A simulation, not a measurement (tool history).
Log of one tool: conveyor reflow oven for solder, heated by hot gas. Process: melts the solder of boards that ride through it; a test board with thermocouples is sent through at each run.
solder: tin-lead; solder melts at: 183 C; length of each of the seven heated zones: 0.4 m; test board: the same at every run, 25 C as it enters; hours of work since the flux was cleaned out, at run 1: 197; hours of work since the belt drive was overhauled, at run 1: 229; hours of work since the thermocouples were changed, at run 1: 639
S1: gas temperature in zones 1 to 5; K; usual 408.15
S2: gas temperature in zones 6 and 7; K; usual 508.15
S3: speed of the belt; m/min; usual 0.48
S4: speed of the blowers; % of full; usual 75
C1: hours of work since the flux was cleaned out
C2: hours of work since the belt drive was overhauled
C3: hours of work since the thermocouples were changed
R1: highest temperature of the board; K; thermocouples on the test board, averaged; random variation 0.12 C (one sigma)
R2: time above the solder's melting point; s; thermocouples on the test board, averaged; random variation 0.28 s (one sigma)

run,hour,S1,S2,S3,S4,C1,C2,C3,R1,R2
1,0,408.15,508.15,0.48,75,197,229,639,498.65,83.4
2,10.8,408.15,508.15,0.48,75,204,236,646,498.45,82.8
3,20.1,408.15,508.15,0.48,59,211,243,652,495.95,80.1
4,27.3,408.15,508.15,0.494,59,216,247,657,495.25,76.8
5,36.1,413.15,508.15,0.48,75,222,253,663,499.05,85.4
6,46.2,413.15,508.15,0.444,75,229,260,670,501.05,94.4
7,51.7,408.15,508.15,0.48,75,232,264,674,498.75,82.6
8,61.5,408.15,508.15,0.48,75,239,271,681,498.55,83
9,71.8,408.15,508.15,0.48,75,246,278,688,498.65,83.3
10,76.6,408.15,506.15,0.427,75,250,281,691,499.55,95.4
11,85.3,417.15,506.15,0.427,82,256,287,697,501.05,100.6
12,92.4,417.15,506.15,0.427,82,260,292,702,501.15,100.9
# hour 101.2: flux residue cleaned out of gas plates and filters
13,105.2,418.15,519.15,0.45,55,3,297,707,509.25,101
14,111.9,418.15,519.15,0.45,55,7,302,712,509.25,101
15,123.1,408.15,514.15,0.48,75,15,310,720,505.15,88
16,133.2,394.15,507.15,0.402,51,22,317,727,497.25,92.6
17,138.4,408.15,509.15,0.48,75,26,320,730,500.25,84.8
18,148.5,408.15,501.15,0.48,75,32,327,737,493.05,79.2

How the hidden state differs across the entries between the runs, from the last listed run before each to the first after it:
Between runs 12 and 13: flux residue cleaned out of gas plates and filters (hour 101.2)
  heat that the gas passes to the board, % of a clean oven's: 95.2 -> 99.5; belt's true speed, % of the reading: 99.16 -> 99.15; true gas temperature in zones 6 and 7 over the reading, C: 2.2 -> 2.21
  measured less the result without the state, R1: +1.6 -> +2.2 K; R2: +1.8 -> +2.3 s
